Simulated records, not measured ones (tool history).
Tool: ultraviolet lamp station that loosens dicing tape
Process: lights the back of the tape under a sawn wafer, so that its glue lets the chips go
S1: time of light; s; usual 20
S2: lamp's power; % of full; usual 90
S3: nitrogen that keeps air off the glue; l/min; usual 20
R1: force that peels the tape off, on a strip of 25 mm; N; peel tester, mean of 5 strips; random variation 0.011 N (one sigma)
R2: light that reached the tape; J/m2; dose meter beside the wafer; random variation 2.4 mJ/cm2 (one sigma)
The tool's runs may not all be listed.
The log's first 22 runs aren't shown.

{"run": 23, "hour": 1258.5, "S1": 20, "S2": 79, "S3": 19, "R1": 1.151, "R2": 1790}
{"run": 24, "hour": 1307.4, "S1": 11, "S2": 67, "S3": 6, "R1": 3.333, "R2": 830}
{"hour": 1351.5, "done": "lamp changed"}
{"run": 25, "hour": 1376.2, "S1": 11, "S2": 67, "S3": 6, "R1": 2.762, "R2": 1060}
{"run": 26, "hour": 1417.0, "S1": 30, "S2": 90, "S3": 20, "R1": 0.236, "R2": 3790}
{"run": 27, "hour": 1472.5, "S1": 25, "S2": 68, "S3": 25, "R1": 0.582, "R2": 2260}
{"run": 28, "hour": 1531.1, "S1": 13, "S2": 77, "S3": 19, "R1": 1.57, "R2": 1250}
{"run": 29, "hour": 1600.2, "S1": 13, "S2": 77, "S3": 19, "R1": 1.668, "R2": 1260}
{"run": 30, "hour": 1651.4, "S1": 11, "S2": 98, "S3": 19, "R1": 1.62, "R2": 1270}
{"run": 31, "hour": 1728.7, "S1": 24, "S2": 90, "S3": 24, "R1": 0.527, "R2": 2460}
{"run": 32, "hour": 1782.0, "S1": 11, "S2": 90, "S3": 12, "R1": 2.272, "R2": 1090}
{"run": 33, "hour": 1820.1, "S1": 11, "S2": 90, "S3": 12, "R1": 2.309, "R2": 1040}
{"run": 34, "hour": 1873.8, "S1": 20, "S2": 78, "S3": 20, "R1": 1.201, "R2": 1600}
{"hour": 1881.6, "done": "window cleaned of glue's vapour"}
{"run": 35, "hour": 1929.2, "S1": 20, "S2": 92, "S3": 20, "R1": 0.737, "R2": 2190}
{"run": 36, "hour": 1996.8, "S1": 23, "S2": 92, "S3": 12, "R1": 0.928, "R2": 2450}
{"run": 37, "hour": 2042.8, "S1": 23, "S2": 92, "S3": 12, "R1": 0.96, "R2": 2350}
{"run": 38, "hour": 2112.2, "S1": 23, "S2": 92, "S3": 12, "R1": 1.005, "R2": 2190}
{"hour": 2156.4, "done": "lamp changed"}
{"run": 39, "hour": 2181.1, "S1": 20, "S2": 92, "S3": 11, "R1": 0.856, "R2": 2590}
{"run": 40, "hour": 2223.5, "S1": 20, "S2": 92, "S3": 11, "R1": 0.92, "R2": 2530}
{"run": 41, "hour": 2267.9, "S1": 20, "S2": 92, "S3": 11, "R1": 0.93, "R2": 2400}
{"run": 42, "hour": 2315.7, "S1": 20, "S2": 90, "S3": 15, "R1": 0.851, "R2": 2290}

Forecast each of these 4 alternatives for the next run:
{"run": "A", "hour": 2383.8, "S1": 20, "S2": 90, "S3": 7, "R1": "?", "R2": "?"}
{"run": "B", "hour": 2383.8, "S1": 33, "S2": 71, "S3": 15, "R1": "?", "R2": "?"}
{"run": "C", "hour": 2383.8, "S1": 20, "S2": 66, "S3": 15, "R1": "?", "R2": "?"}
{"run": "D", "hour": 2383.8, "S1": 35, "S2": 70, "S3": 12, "R1": "?", "R2": "?"}

run=A R1=1.457 R2=2190
run=B R1=0.552 R2=2830
run=C R1=1.407 R2=1610
run=D R1=0.609 R2=2970
Without the tool's hidden state the same runs would have given:
run=A R1=1.065 R2=2760
run=B R1=0.339 R2=3570
run=C R1=1.026 R2=2020
run=D R1=0.376 R2=3740
